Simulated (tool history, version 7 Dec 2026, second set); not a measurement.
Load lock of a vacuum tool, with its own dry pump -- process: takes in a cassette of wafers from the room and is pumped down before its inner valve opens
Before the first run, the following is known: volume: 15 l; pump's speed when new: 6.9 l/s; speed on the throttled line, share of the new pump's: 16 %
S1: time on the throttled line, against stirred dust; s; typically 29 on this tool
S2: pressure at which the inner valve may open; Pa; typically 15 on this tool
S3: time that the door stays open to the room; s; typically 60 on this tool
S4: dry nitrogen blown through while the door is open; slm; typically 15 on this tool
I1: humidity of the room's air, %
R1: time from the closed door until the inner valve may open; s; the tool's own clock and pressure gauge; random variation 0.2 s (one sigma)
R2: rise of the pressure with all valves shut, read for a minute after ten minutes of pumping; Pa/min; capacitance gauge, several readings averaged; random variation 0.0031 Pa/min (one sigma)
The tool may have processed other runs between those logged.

run 1 day=0.000 | S1=29 S2=15 S3=60 S4=15 | I1=46.8 | R1=43.4 R2=0.062
run 2 day=4.704 | S1=29 S2=15 S3=60 S4=15 | I1=43.6 | R1=43.0 R2=0.060
run 3 day=9.654 | S1=29 S2=15 S3=60 S4=15 | I1=48.3 | R1=43.5 R2=0.064
run 4 day=13.142 | S1=29 S2=15 S3=60 S4=15 | I1=45.8 | R1=43.8 R2=0.061
run 5 day=17.550 | S1=29 S2=15 S3=60 S4=15 | I1=43.9 | R1=43.4 R2=0.062
run 6 day=20.262 | S1=29 S2=15 S3=60 S4=15 | I1=45.7 | R1=43.6 R2=0.065
run 7 day=23.254 | S1=29 S2=15 S3=60 S4=15 | I1=45.1 | R1=43.5 R2=0.058
run 8 day=26.217 | S1=29 S2=15 S3=60 S4=16 | I1=44.3 | R1=43.4 R2=0.059
run 9 day=30.850 | S1=29 S2=15 S3=60 S4=16 | I1=47.7 | R1=43.2 R2=0.069
run 10 day=33.488 | S1=29 S2=15 S3=60 S4=16 | I1=43.4 | R1=43.5 R2=0.063
run 11 day=37.396 | S1=29 S2=15 S3=60 S4=16 | I1=44.5 | R1=43.7 R2=0.059
run 12 day=41.979 | S1=29 S2=12 S3=60 S4=15 | I1=47.1 | R1=43.9 R2=0.062
run 13 day=46.321 | S1=29 S2=12 S3=135 S4=15 | I1=44.3 | R1=44.4 R2=0.080
run 14 day=50.258 | S1=29 S2=12 S3=135 S4=15 | I1=46.0 | R1=43.7 R2=0.084
run 15 day=54.092 | S1=29 S2=15 S3=60 S4=15 | I1=44.1 | R1=43.6 R2=0.067
run 16 day=57.242 | S1=29 S2=15 S3=60 S4=15 | I1=46.3 | R1=43.3 R2=0.069
run 17 day=61.904 | S1=29 S2=15 S3=60 S4=15 | I1=45.6 | R1=43.4 R2=0.064
run 18 day=64.062 | S1=29 S2=15 S3=60 S4=15 | I1=44.2 | R1=43.6 R2=0.058
run 19 day=68.875 | S1=29 S2=15 S3=60 S4=15 | I1=46.5 | R1=43.6 R2=0.075
run 20 day=73.254 | S1=16 S2=15 S3=60 S4=15 | I1=48.4 | R1=32.9 R2=0.067
run 21 day=76.717 | S1=16 S2=15 S3=60 S4=15 | I1=44.8 | R1=32.7 R2=0.063
run 22 day=80.383 | S1=29 S2=11 S3=104 S4=13 | I1=47.8 | R1=44.1 R2=0.082
run 23 day=83.967 | S1=29 S2=15 S3=154 S4=5 | I1=47.6 | R1=43.4 R2=0.114
run 24 day=88.875 | S1=29 S2=15 S3=154 S4=5 | I1=43.9 | R1=43.5 R2=0.106
run 25 day=93.025 | S1=33 S2=12 S3=60 S4=15 | I1=48.1 | R1=47.7 R2=0.063
run 26 day=97.617 | S1=28 S2=18 S3=60 S4=22 | I1=48.3 | R1=42.2 R2=0.057
run 27 day=101.425 | S1=39 S2=20 S3=60 S4=13 | I1=45.8 | R1=51.5 R2=0.060
run 28 day=106.367 | S1=39 S2=20 S3=60 S4=13 | I1=43.6 | R1=51.2 R2=0.066
run 29 day=110.629 | S1=37 S2=19 S3=60 S4=15 | I1=42.7 | R1=49.6 R2=0.056
run 30 day=114.988 | S1=26 S2=15 S3=99 S4=15 | I1=45.8 | R1=40.7 R2=0.073
run 31 day=120.067 | S1=29 S2=15 S3=89 S4=15 | I1=46.3 | R1=43.4 R2=0.079
run 32 day=124.746 | S1=29 S2=15 S3=99 S4=15 | I1=42.5 | R1=43.8 R2=0.069
run 33 day=127.267 | S1=29 S2=15 S3=99 S4=15 | I1=46.4 | R1=43.6 R2=0.080
run 34 day=130.942 | S1=29 S2=15 S3=60 S4=22 | I1=42.2 | R1=43.4 R2=0.054
run 35 day=135.875 | S1=29 S2=15 S3=60 S4=27 | I1=41.6 | R1=43.4 R2=0.046
run 36 day=139.058 | S1=50 S2=15 S3=49 S4=15 | I1=46.4 | R1=61.3 R2=0.060
run 37 day=144.021 | S1=53 S2=20 S3=49 S4=15 | I1=44.1 | R1=62.8 R2=0.060

Predict each of these 4 candidate next runs independently; none follows another, all start after run 37:
run A day=146.958 | S1=23 S2=12 S3=60 S4=15 | I1=43.8 | R1=? R2=?
run B day=146.958 | S1=53 S2=15 S3=140 S4=25 | I1=43.5 | R1=? R2=?
run C day=146.958 | S1=53 S2=20 S3=66 S4=15 | I1=42.5 | R1=? R2=?
run D day=146.958 | S1=53 S2=24 S3=49 S4=15 | I1=42.0 | R1=? R2=?

run=A R1=39.0 R2=0.060
run=B R1=64.0 R2=0.065
run=C R1=63.3 R2=0.065
run=D R1=62.9 R2=0.050
With the hidden condition removed and each run's random variation left untouched, the same runs would have given:
run=A R1=39.0 R2=0.060
run=B R1=64.0 R2=0.065
run=C R1=63.3 R2=0.065
run=D R1=62.9 R2=0.049
